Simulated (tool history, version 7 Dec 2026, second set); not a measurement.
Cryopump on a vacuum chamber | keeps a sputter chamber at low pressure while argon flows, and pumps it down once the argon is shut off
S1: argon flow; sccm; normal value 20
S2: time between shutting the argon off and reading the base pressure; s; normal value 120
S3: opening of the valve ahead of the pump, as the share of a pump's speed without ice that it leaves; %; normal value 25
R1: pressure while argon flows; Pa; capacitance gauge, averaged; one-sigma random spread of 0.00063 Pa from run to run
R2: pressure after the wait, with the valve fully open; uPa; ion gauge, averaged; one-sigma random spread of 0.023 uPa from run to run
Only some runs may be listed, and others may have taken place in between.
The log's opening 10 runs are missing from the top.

| run | hour | S1 | S2 | S3 | R1 | R2 |
|---|---|---|---|---|---|---|
| 11 | 801 | 20 | 120 | 25 | 0.1028 | 1.93 |
| 12 | 867.7 | 20 | 120 | 25 | 0.1039 | 1.99 |
| 13 | 938.8 | 20 | 120 | 25 | 0.1049 | 2.14 |
|  | 996.3 | pump warmed up, emptied and cooled again |
| 14 | 996.3 | 20 | 120 | 25 | 0.0953 | 1.64 |
| 15 | 1084.5 | 20 | 120 | 25 | 0.0955 | 1.8 |
| 16 | 1131.8 | 20 | 247 | 25 | 0.0952 | 1.6 |
| 17 | 1184.8 | 20 | 120 | 16 | 0.1509 | 1.91 |
| 18 | 1276.9 | 16 | 120 | 25 | 0.0782 | 1.97 |
| 19 | 1375.9 | 15 | 120 | 21 | 0.0895 | 2.22 |
| 20 | 1476 | 31 | 87 | 25 | 0.1577 | 2.54 |
| 21 | 1526.7 | 31 | 87 | 25 | 0.1579 | 2.63 |
| 22 | 1584 | 15 | 120 | 27 | 0.0711 | 2.54 |
| 23 | 1671 | 12 | 103 | 21 | 0.0737 | 2.86 |
|  | 1723.5 | pump warmed up, emptied and cooled again |
| 24 | 1747 | 12 | 103 | 21 | 0.0674 | 2.29 |
| 25 | 1794.9 | 12 | 103 | 21 | 0.0692 | 2.29 |
| 26 | 1885 | 32 | 103 | 45 | 0.0889 | 2.4 |
| 27 | 1944 | 32 | 103 | 45 | 0.0885 | 2.52 |
| 28 | 2022.3 | 20 | 228 | 25 | 0.099 | 2.23 |
| 29 | 2076.9 | 20 | 228 | 25 | 0.0999 | 2.35 |
| 30 | 2156.3 | 20 | 272 | 43 | 0.0605 | 2.39 |
| 31 | 2248.2 | 12 | 35 | 26 | 0.0592 | 4.07 |
| 32 | 2324.1 | 27 | 179 | 35 | 0.1014 | 2.93 |
| 33 | 2419.6 | 10 | 179 | 21 | 0.0614 | 3.12 |

Below are 3 alternative next runs, each starting from the tool's condition after run 33. Predict each:
|  | 2455 | pump warmed up, emptied and cooled again |
| A | 2491 | 13 | 38 | 47 | ? | ? |
|  | 2455 | pump warmed up, emptied and cooled again |
| B | 2491 | 20 | 120 | 23 | ? | ? |
|  | 2455 | pump warmed up, emptied and cooled again |
| C | 2491 | 13 | 179 | 46 | ? | ? |

| run | R1 | R2 |
|---|---|---|
| A | 0.0332 | 3.64 |
| B | 0.1037 | 2.68 |
| C | 0.0334 | 2.46 |
With the hidden condition removed and each run's random variation left untouched, the same runs would have given:
| run | R1 | R2 |
|---|---|---|
| A | 0.0325 | 1.8 |
| B | 0.1027 | 0.78 |
| C | 0.0328 | 0.54 |
